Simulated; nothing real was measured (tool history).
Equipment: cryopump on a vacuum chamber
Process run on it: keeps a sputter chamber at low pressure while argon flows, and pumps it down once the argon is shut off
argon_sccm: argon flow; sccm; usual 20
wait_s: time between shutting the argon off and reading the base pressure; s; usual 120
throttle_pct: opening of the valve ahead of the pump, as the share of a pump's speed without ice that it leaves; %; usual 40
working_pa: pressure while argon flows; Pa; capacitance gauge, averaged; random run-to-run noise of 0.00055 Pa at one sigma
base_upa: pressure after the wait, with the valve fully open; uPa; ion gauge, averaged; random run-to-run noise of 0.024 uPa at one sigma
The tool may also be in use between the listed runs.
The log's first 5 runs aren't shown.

run	hour	argon_sccm	wait_s	throttle_pct	working_pa	base_upa
6	299.3	9	120	40	0.0267	1.11
7	368.2	9	120	40	0.0278	1.16
8	440.8	9	120	40	0.0266	1.18
9	493.5	9	120	40	0.0269	1.23
10	541.8	27	120	40	0.0829	1.24
11	616.7	27	120	40	0.0825	1.34
12	661.7	27	120	40	0.0829	1.31
13	742.7	20	120	40	0.0624	1.41
14	820.6	20	120	40	0.0634	1.49
15	894.3	20	120	40	0.0635	1.57
16	936.6	20	120	40	0.0647	1.58
17	994.4	20	120	40	0.0648	1.60
18	1074.7	24	36	40	0.0789	3.22
19	1111.1	24	36	40	0.0806	3.29
20	1176.8	10	293	41	0.0337	1.33
21	1222.9	10	293	41	0.0330	1.43
22	1256.8	10	26	16	0.0770	4.39
23	1309.1	17	26	29	0.0763	4.36
# hour 1356.1: pump warmed up, emptied and cooled again
24	1372.3	20	46	40	0.0572	2.65

Expected results for the next run?
25	1443.3	20	46	40	?	?

{"run 25": {"working_pa": 0.0573, "base_upa": 2.7}}
With no hidden state in the tool, this same run would have given working_pa 0.0561 Pa, base_upa 2.01 uPa.

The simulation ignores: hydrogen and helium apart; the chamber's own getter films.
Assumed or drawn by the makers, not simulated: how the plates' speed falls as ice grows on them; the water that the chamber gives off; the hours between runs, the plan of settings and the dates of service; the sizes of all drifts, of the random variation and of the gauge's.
